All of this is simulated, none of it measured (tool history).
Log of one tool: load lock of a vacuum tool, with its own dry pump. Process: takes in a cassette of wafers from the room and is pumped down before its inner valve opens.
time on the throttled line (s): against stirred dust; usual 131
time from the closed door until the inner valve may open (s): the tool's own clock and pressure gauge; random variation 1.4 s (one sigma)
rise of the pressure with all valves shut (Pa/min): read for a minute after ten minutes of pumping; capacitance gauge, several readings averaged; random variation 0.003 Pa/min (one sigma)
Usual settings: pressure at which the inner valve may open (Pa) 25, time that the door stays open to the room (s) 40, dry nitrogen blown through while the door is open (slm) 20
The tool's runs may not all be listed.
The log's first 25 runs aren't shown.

| run | day | time on the throttled line (s) | pressure at which the inner valve may open (Pa) | time that the door stays open to the room (s) | dry nitrogen blown through while the door is open (slm) | incoming humidity of the room's air, % | time from the closed door until the inner valve may open (s) | rise of the pressure with all valves shut (Pa/min) |
|---|---|---|---|---|---|---|---|---|
| 26 | 453.579 | 238 | 20 | 61 | 20 | 46.5 | 310.4 | 0.443 |
| 27 | 479.867 | 79 | 20 | 225 | 20 | 42.7 | 194 | 0.466 |
| 28 | 496.779 | 79 | 20 | 225 | 20 | 43.9 | 191.9 | 0.478 |
| 29 | 511.1 | 79 | 20 | 225 | 20 | 42.9 | 190.8 | 0.485 |
| 30 | 526.525 | 79 | 20 | 225 | 20 | 44.4 | 194.6 | 0.493 |
| 31 | 545.162 | 79 | 39 | 225 | 20 | 45.1 | 183.9 | 0.496 |
| 32 | 556.704 | 79 | 39 | 225 | 20 | 46.4 | 184.2 | 0.504 |
| 33 | 578.712 | 79 | 39 | 149 | 29 | 43.2 | 183.6 | 0.498 |
| 34 | 593.096 | 102 | 25 | 40 | 20 | 44.6 | 207.5 | 0.5 |
| 35 | 617.262 | 196 | 45 | 29 | 39 | 46.4 | 267.7 | 0.505 |
| 36 | 636.538 | 196 | 45 | 29 | 39 | 47.4 | 270.3 | 0.522 |
| 37 | 647.388 | 131 | 25 | 64 | 20 | 44.4 | 230.2 | 0.535 |

4 ways to go on from here, each from the tool as it stands after run 37. What would each give?
| A | 660.767 | 116 | 25 | 64 | 20 | 42.2 | ? | ? |
| B | 660.767 | 131 | 25 | 108 | 20 | 44.4 | ? | ? |
| C | 660.767 | 131 | 27 | 40 | 20 | 39.9 | ? | ? |
| D | 660.767 | 185 | 23 | 189 | 20 | 47.4 | ? | ? |

| run | time from the closed door until the inner valve may open (s) | rise of the pressure with all valves shut (Pa/min) |
|---|---|---|
| A | 219.8 | 0.546 |
| B | 231.5 | 0.554 |
| C | 231 | 0.539 |
| D | 272.5 | 0.563 |
Without the tool's hidden state the same runs would have given:
| run | time from the closed door until the inner valve may open (s) | rise of the pressure with all valves shut (Pa/min) |
|---|---|---|
| A | 209.5 | 0.023 |
| B | 221.6 | 0.024 |
| C | 221.2 | 0.015 |
| D | 263.6 | 0.038 |

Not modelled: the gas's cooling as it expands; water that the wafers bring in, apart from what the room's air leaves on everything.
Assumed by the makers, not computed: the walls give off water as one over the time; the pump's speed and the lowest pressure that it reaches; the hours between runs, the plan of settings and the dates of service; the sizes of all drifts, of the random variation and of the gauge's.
